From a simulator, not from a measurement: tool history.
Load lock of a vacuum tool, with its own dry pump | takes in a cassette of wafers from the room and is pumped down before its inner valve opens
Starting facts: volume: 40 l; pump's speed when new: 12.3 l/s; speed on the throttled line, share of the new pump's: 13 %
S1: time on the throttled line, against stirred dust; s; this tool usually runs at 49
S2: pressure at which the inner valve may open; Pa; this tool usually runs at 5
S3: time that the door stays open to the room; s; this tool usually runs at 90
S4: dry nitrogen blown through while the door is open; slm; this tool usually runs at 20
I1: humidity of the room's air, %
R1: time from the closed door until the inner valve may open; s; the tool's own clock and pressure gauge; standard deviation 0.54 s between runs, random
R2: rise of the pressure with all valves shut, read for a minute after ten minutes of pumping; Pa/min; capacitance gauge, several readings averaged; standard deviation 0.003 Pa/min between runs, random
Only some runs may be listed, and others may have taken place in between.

run 1 hour=0.0 | S1=49 S2=5 S3=90 S4=20 | I1=49.6 | R1=75.7 R2=0.031
run 2 hour=277.4 | S1=30 S2=5 S3=90 S4=20 | I1=48.6 | R1=59.5 R2=0.029
run 3 hour=453.8 | S1=36 S2=5 S3=90 S4=20 | I1=46.1 | R1=64.2 R2=0.025
run 4 hour=573.7 | S1=36 S2=5 S3=90 S4=20 | I1=46.2 | R1=64.8 R2=0.029
run 5 hour=836.9 | S1=49 S2=5 S3=219 S4=20 | I1=46.4 | R1=76.3 R2=0.037
run 6 hour=1057.5 | S1=49 S2=5 S3=90 S4=20 | I1=43.5 | R1=75.7 R2=0.024
run 7 hour=1188.7 | S1=85 S2=5 S3=90 S4=20 | I1=45.3 | R1=108.5 R2=0.032
run 8 hour=1314.6 | S1=49 S2=5 S3=90 S4=20 | I1=45.9 | R1=75.4 R2=0.025
run 9 hour=1568.3 | S1=49 S2=5 S3=90 S4=39 | I1=44.1 | R1=75.8 R2=0.025
run 10 hour=1840.9 | S1=49 S2=5 S3=90 S4=39 | I1=42.1 | R1=75.5 R2=0.025
run 11 hour=1984.6 | S1=30 S2=5 S3=76 S4=35 | I1=46.8 | R1=58.8 R2=0.024
run 12 hour=2175.2 | S1=30 S2=5 S3=28 S4=18 | I1=45.3 | R1=58.8 R2=0.018
run 13 hour=2425.2 | S1=49 S2=5 S3=90 S4=31 | I1=43.7 | R1=75.2 R2=0.023
run 14 hour=2578.7 | S1=49 S2=4 S3=94 S4=31 | I1=44.4 | R1=76.0 R2=0.018
run 15 hour=2790.9 | S1=49 S2=4 S3=94 S4=31 | I1=43.0 | R1=76.7 R2=0.026
run 16 hour=2955.1 | S1=25 S2=8 S3=63 S4=32 | I1=44.2 | R1=53.0 R2=0.025
run 17 hour=3166.4 | S1=25 S2=8 S3=63 S4=32 | I1=44.2 | R1=52.7 R2=0.019
run 18 hour=3343.3 | S1=49 S2=10 S3=79 S4=15 | I1=46.3 | R1=72.9 R2=0.030

Here are 5 independent what-if runs from the current tool condition. What would each one return?
run A hour=3515.3 | S1=32 S2=6 S3=90 S4=20 | I1=43.4 | R1=? R2=?
run B hour=3515.3 | S1=49 S2=5 S3=90 S4=6 | I1=43.7 | R1=? R2=?
run C hour=3515.3 | S1=25 S2=10 S3=79 S4=5 | I1=46.5 | R1=? R2=?
run D hour=3515.3 | S1=49 S2=9 S3=71 S4=27 | I1=42.7 | R1=? R2=?
run E hour=3515.3 | S1=31 S2=9 S3=80 S4=15 | I1=47.0 | R1=? R2=?

run=A R1=60.1 R2=0.027
run=B R1=74.9 R2=0.029
run=C R1=51.1 R2=0.035
run=D R1=74.1 R2=0.022
run=E R1=57.9 R2=0.024
What these runs would have given with no unlogged condition in the tool:
run=A R1=60.1 R2=0.027
run=B R1=74.9 R2=0.028
run=C R1=51.1 R2=0.035
run=D R1=74.1 R2=0.021
run=E R1=57.9 R2=0.023

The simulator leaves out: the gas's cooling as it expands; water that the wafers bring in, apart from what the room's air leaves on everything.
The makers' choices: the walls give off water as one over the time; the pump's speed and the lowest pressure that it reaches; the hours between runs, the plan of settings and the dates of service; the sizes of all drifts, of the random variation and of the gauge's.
